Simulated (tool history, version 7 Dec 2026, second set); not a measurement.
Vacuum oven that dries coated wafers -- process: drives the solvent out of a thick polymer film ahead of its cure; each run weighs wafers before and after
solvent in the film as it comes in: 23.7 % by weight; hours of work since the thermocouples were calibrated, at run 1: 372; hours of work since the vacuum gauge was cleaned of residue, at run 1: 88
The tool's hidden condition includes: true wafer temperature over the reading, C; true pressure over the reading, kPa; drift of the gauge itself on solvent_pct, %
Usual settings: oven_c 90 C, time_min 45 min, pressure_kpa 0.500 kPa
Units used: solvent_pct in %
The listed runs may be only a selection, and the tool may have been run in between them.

| run | day | oven_c | time_min | pressure_kpa | hours of work since the thermocouples were calibrated | hours of work since the vacuum gauge was cleaned of residue | solvent_pct |
|---|---|---|---|---|---|---|---|
| 1 | 0.000 | 90 | 45 | 0.500 | 372 | 88 | 2.73 |
| 2 | 0.521 | 90 | 45 | 0.500 | 380 | 95 | 2.70 |
| 3 | 1.058 | 100 | 45 | 0.500 | 387 | 103 | 0.51 |
| 4 | 1.438 | 100 | 45 | 0.772 | 393 | 108 | 0.63 |
| 5 | 1.754 | 83 | 45 | 0.500 | 397 | 113 | 5.58 |
| 6 | 2.275 | 83 | 45 | 0.500 | 405 | 120 | 5.67 |
| 7 | 2.850 | 83 | 45 | 0.500 | 413 | 128 | 5.60 |
| 8 | 3.100 | 90 | 45 | 0.500 | 416 | 132 | 2.81 |
| 9 | 3.500 | 90 | 45 | 0.500 | 422 | 138 | 2.74 |
| 10 | 4.062 | 90 | 45 | 0.500 | 430 | 146 | 2.81 |
| 11 | 4.579 | 90 | 45 | 0.500 | 437 | 153 | 2.74 |
| 12 | 5.071 | 90 | 45 | 0.500 | 444 | 160 | 2.71 |
| 13 | 5.362 | 90 | 45 | 0.500 | 449 | 164 | 2.82 |
| 14 | 5.858 | 90 | 47 | 0.500 | 456 | 171 | 2.53 |
| 15 | 6.188 | 90 | 47 | 0.500 | 460 | 176 | 2.53 |

Run 16, settings as shown, results not yet in. Your forecast:
| 16 | 6.679 | 90 | 47 | 0.500 | 467 | 183 | ? |

solvent_pct: 2.54 %
With no hidden state in the tool, this same run would have given solvent_pct 2.27 %.

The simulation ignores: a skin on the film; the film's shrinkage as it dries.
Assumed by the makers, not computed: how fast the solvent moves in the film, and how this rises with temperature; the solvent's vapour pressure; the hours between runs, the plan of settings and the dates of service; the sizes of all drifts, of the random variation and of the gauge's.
